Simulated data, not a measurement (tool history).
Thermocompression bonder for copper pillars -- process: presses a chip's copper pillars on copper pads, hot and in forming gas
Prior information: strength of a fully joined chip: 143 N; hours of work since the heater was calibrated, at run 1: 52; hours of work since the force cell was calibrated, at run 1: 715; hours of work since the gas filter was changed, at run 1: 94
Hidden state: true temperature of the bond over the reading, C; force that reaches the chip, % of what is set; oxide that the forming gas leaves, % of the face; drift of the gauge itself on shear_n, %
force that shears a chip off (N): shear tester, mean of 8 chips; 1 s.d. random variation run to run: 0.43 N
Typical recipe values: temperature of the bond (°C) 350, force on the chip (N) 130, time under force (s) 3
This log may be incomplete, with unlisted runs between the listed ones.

run    hour  temperature of the bond (°C)  force on the chip (N)  time under force (s)  hours of work since the heater was calibrated  hours of work since the force cell was calibrated  hours of work since the gas filter was changed  force that shears a chip off (N)
  1       0                           350                    130                     3                                             52                                                715                                              94                                81
  2    29.3                           350                    130                     3                                             65                                                728                                             107                              80.6
  3    65.4                           350                    130                     3                                             80                                                743                                             122                              80.5
  4   117.1                           350                    130                     3                                            102                                                765                                             144                              80.3
        180  -- forming gas filter changed
  5   180.3                           350                    130                     3                                            128                                                791                                               0                              80.9
  6   243.4                           350                    147                     3                                            154                                                817                                              27                              89.1
  7   295.4                           350                    147                     3                                            176                                                839                                              49                              88.3
  8   351.4                           350                    113                     3                                            200                                                863                                              72                              71.4
  9   418.6                           350                    130                     3                                            228                                                891                                             100                              80.5
 10   453.3                           350                    130                     3                                            243                                                906                                             115                              80.6
 11   482.8                           350                    130                     3                                            255                                                918                                             127                              80.1
 12   549.1                           350                    130                     3                                            283                                                946                                             155                              81.5
 13   577.3                           350                    147                     3                                            295                                                958                                             167                              88.7
      581.7  -- forming gas filter changed
 14   611.6                           350                    147                     3                                            309                                                972                                              13                              88.8
 15   645.3                           350                    147                     3                                            323                                                986                                              27                              89.9
 16   694.1                           350                    147                     3                                            344                                               1007                                              47                              89.1
 17   750.2                           335                    135                     2                                            367                                               1030                                              71                              63.5
 18     812                           358                    128                     2                                            393                                               1056                                              97                              75.2
 19   871.8                           350                    130                     7                                            419                                               1082                                             122                             101.9
 20   919.3                           375                    159                     3                                            439                                               1102                                             142                               111
 21   958.6                           350                    147                     3                                            455                                               1118                                             159                              89.6
      985.5  -- forming gas filter changed
 22  1018.6                           350                    147                     3                                            480                                               1143                                              14                              89.5
 23  1047.6                           350                    147                     3                                            492                                               1155                                              26                              89.6
 24  1077.9                           375                     93                     3                                            505                                               1168                                              39                              74.1
     1132.6  -- heater calibrated with a thermocouple chip
 25  1146.4                           358                     80                     3                                              6                                               1196                                              67                                55
 26  1190.7                           350                    121                     3                                             24                                               1215                                              85                              75.7
 27  1235.3                           342                     83                     2                                             43                                               1233                                             104                              41.2
 28  1302.3                           350                     87                     7                                             71                                               1262                                             132                              75.3
 29  1361.4                           327                    130                     9                                             96                                               1286                                             157                                93

5 ways to go on from here, each from the tool as it stands after run 29. What would each give?
     1392.7  -- forming gas filter changed
  A  1409.1                           350                    130                     2                                            116                                               1306                                               7                                 ?
     1392.7  -- forming gas filter changed
  B  1409.1                           327                     95                     2                                            116                                               1306                                               7                                 ?
     1392.7  -- forming gas filter changed
  C  1409.1                           336                    146                     2                                            116                                               1306                                               7                                 ?
     1392.7  -- forming gas filter changed
  D  1409.1                           327                    111                     9                                            116                                               1306                                               7                                 ?
     1392.7  -- forming gas filter changed
  E  1409.1                           322                    149                     8                                            116                                               1306                                               7                                 ?

run  force that shears a chip off (N)
  A                              70.3
  B                              40.5
  C                              68.5
  D                              83.3
  E                              96.5
Stripped of hidden state, with their random variation kept, the same runs would have yielded:
run  force that shears a chip off (N)
  A                              70.4
  B                              40.5
  C                              68.6
  D                              83.4
  E                              96.5
